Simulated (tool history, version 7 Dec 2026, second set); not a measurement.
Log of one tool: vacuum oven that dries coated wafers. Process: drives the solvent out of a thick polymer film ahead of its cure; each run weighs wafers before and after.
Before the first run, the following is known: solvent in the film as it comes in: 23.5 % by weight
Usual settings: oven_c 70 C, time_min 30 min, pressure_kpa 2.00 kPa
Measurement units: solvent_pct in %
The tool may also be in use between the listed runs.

{"run": 1, "hour": 0.0, "oven_c": 70, "time_min": 30, "pressure_kpa": 2.0, "solvent_pct": 5.58}
{"run": 2, "hour": 24.1, "oven_c": 70, "time_min": 30, "pressure_kpa": 2.0, "solvent_pct": 5.55}
{"run": 3, "hour": 47.5, "oven_c": 70, "time_min": 30, "pressure_kpa": 2.0, "solvent_pct": 5.62}
{"run": 4, "hour": 73.2, "oven_c": 70, "time_min": 30, "pressure_kpa": 2.0, "solvent_pct": 5.57}
{"run": 5, "hour": 98.3, "oven_c": 70, "time_min": 30, "pressure_kpa": 2.0, "solvent_pct": 5.57}
{"run": 6, "hour": 110.7, "oven_c": 70, "time_min": 30, "pressure_kpa": 2.0, "solvent_pct": 5.53}
{"run": 7, "hour": 124.3, "oven_c": 70, "time_min": 30, "pressure_kpa": 2.0, "solvent_pct": 5.57}
{"run": 8, "hour": 145.5, "oven_c": 70, "time_min": 36, "pressure_kpa": 2.0, "solvent_pct": 4.45}
{"run": 9, "hour": 157.5, "oven_c": 70, "time_min": 36, "pressure_kpa": 2.0, "solvent_pct": 4.42}
{"run": 10, "hour": 182.5, "oven_c": 70, "time_min": 36, "pressure_kpa": 2.0, "solvent_pct": 4.45}
{"run": 11, "hour": 195.8, "oven_c": 70, "time_min": 36, "pressure_kpa": 2.0, "solvent_pct": 4.46}
{"run": 12, "hour": 207.1, "oven_c": 63, "time_min": 30, "pressure_kpa": 2.0, "solvent_pct": 7.85}
{"run": 13, "hour": 229.0, "oven_c": 63, "time_min": 30, "pressure_kpa": 2.0, "solvent_pct": 7.86}
{"run": 14, "hour": 240.6, "oven_c": 70, "time_min": 30, "pressure_kpa": 2.78, "solvent_pct": 5.78}
{"run": 15, "hour": 261.7, "oven_c": 70, "time_min": 30, "pressure_kpa": 2.78, "solvent_pct": 5.83}
{"run": 16, "hour": 279.1, "oven_c": 70, "time_min": 16, "pressure_kpa": 2.7, "solvent_pct": 9.89}
{"run": 17, "hour": 292.7, "oven_c": 81, "time_min": 16, "pressure_kpa": 1.04, "solvent_pct": 6.13}
{"run": 18, "hour": 308.2, "oven_c": 81, "time_min": 16, "pressure_kpa": 1.04, "solvent_pct": 6.15}
{"run": 19, "hour": 333.6, "oven_c": 81, "time_min": 16, "pressure_kpa": 1.04, "solvent_pct": 6.12}

Run 20, settings as shown, results not yet in. Your forecast:
{"run": 20, "hour": 351.6, "oven_c": 81, "time_min": 16, "pressure_kpa": 1.04, "solvent_pct": "?"}

solvent_pct: 6.15 %
The same run, on a tool lacking any hidden state, would have yielded solvent_pct 6.66 %.
